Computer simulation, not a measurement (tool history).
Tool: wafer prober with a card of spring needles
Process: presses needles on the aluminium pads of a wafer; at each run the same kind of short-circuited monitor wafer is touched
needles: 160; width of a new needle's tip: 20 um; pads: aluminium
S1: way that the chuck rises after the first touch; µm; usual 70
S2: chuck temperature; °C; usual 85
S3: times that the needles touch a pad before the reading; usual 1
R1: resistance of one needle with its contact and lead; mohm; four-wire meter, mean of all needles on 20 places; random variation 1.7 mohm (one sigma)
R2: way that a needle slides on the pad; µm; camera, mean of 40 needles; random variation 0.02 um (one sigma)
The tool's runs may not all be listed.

Run 1, hour 0: usual settings. Result: R1 173 mohm, R2 17.47 µm.
At hour 2.4: tips cleaned on abrasive film.
Run 2, hour 13.5: usual settings. Result: R1 170 mohm, R2 17.42 µm.
At hour 23.1: tips cleaned on abrasive film.
Run 3, hour 23.1: usual settings. Result: R1 172 mohm, R2 17.42 µm.
Run 4, hour 35.4: usual settings but S3 2. Result: R1 167 mohm, R2 17.4 µm.
At hour 44.5: tips cleaned on abrasive film.
Run 5, hour 45.2: usual settings but S1 87 µm. Result: R1 164 mohm, R2 21.63 µm.
Run 6, hour 52.4: usual settings. Result: R1 171 mohm, R2 17.38 µm.
Run 7, hour 63.5: usual settings. Result: R1 172 mohm, R2 17.37 µm.
At hour 65.2: tips cleaned on abrasive film.
Run 8, hour 78: usual settings. Result: R1 168 mohm, R2 17.4 µm.
At hour 85.9: tips cleaned on abrasive film.
Run 9, hour 89.9: usual settings. Result: R1 173 mohm, R2 17.35 µm.
Run 10, hour 100.6: usual settings but S1 85 µm. Result: R1 168 mohm, R2 21.07 µm.
At hour 106.4: height of the first contact set anew.
At hour 107.8: tips cleaned on abrasive film.
Run 11, hour 116: usual settings. Result: R1 169 mohm, R2 17.36 µm.
Run 12, hour 126.9: usual settings. Result: R1 171 mohm, R2 17.32 µm.
At hour 128.4: tips cleaned on abrasive film.
Run 13, hour 138.4: usual settings but S1 89 µm. Result: R1 168 mohm, R2 22.05 µm.
Run 14, hour 146: usual settings but S1 89 µm. Result: R1 162 mohm, R2 22.07 µm.
At hour 149: tips cleaned on abrasive film.
Run 15, hour 154.3: usual settings but S1 89 µm. Result: R1 164 mohm, R2 22.03 µm.
Run 16, hour 168.6: usual settings but S1 60 µm. Result: R1 174 mohm, R2 14.84 µm.
At hour 170: tips cleaned on abrasive film.
Run 17, hour 175.3: usual settings but S1 60 µm, S2 31 °C, S3 2. Result: R1 161 mohm, R2 14.85 µm.
Run 18, hour 184.6: usual settings but S1 60 µm, S2 31 °C, S3 2. Result: R1 163 mohm, R2 14.85 µm.
At hour 191.2: tips cleaned on abrasive film.
Run 19, hour 200.1: usual settings but S1 73 µm, S2 41 °C. Result: R1 161 mohm, R2 18.01 µm.
At hour 212: tips cleaned on abrasive film.
Run 20, hour 212.7: usual settings but S1 73 µm, S2 41 °C. Result: R1 160 mohm, R2 18.01 µm.
Run 21, hour 222.5: usual settings but S1 73 µm, S2 41 °C. Result: R1 162 mohm, R2 18.04 µm.
At hour 232.8: tips cleaned on abrasive film.
Run 22, hour 236.4: usual settings but S1 59 µm, S2 35 °C. Result: R1 164 mohm, R2 14.56 µm.
Run 23, hour 250.9: usual settings but S1 58 µm, S2 97 °C, S3 2. Result: R1 180 mohm, R2 14.3 µm.
At hour 254.5: tips cleaned on abrasive film.
At hour 260.5: gauge calibrated.
Run 24, hour 264.8: usual settings but S1 58 µm, S2 97 °C. Result: R1 178 mohm, R2 14.45 µm.
Run 25, hour 272.4: usual settings but S1 58 µm, S2 101 °C, S3 2. Result: R1 177 mohm, R2 14.43 µm.
At hour 275.4: tips cleaned on abrasive film.
At hour 278.2: height of the first contact set anew.
Run 26, hour 287: usual settings but S1 58 µm, S2 69 °C, S3 2. Result: R1 169 mohm, R2 14.43 µm.
Run 27, hour 295.1: usual settings but S1 58 µm, S2 69 °C, S3 2. Result: R1 171 mohm, R2 14.45 µm.
At hour 296.4: tips cleaned on abrasive film.
Run 28, hour 310.9: usual settings but S1 54 µm, S2 30 °C, S3 2. Result: R1 164 mohm, R2 13.43 µm.
At hour 316.9: tips cleaned on abrasive film.
Run 29, hour 326.3: usual settings but S1 89 µm. Result: R1 166 mohm, R2 22.11 µm.
Run 30, hour 332.9: usual settings but S1 59 µm, S2 60 °C. Result: R1 172 mohm, R2 14.65 µm.
At hour 337.7: tips cleaned on abrasive film.
Run 31, hour 344.5: usual settings but S1 59 µm, S2 60 °C. Result: R1 173 mohm, R2 14.66 µm.

Forecast each of these 4 alternatives for the next run:
At hour 358.4: tips cleaned on abrasive film.
Run A, hour 358.5: usual settings but S1 57 µm, S2 65 °C, S3 2. Result: R1 ?, R2 ?.
At hour 358.4: tips cleaned on abrasive film.
Run B, hour 358.5: usual settings but S2 70 °C. Result: R1 ?, R2 ?.
At hour 358.4: tips cleaned on abrasive film.
Run C, hour 358.5: usual settings but S1 67 µm, S2 60 °C. Result: R1 ?, R2 ?.
At hour 358.4: tips cleaned on abrasive film.
Run D, hour 358.5: usual settings but S2 60 °C. Result: R1 ?, R2 ?.

run   R1     R2
  A  169  14.14
  B  169   17.4
  C  165  16.58
  D  165  17.41
Without the tool's hidden state the same runs would have given:
run   R1     R2
  A  169  14.19
  B  169  17.46
  C  165  16.64
  D  164  17.48
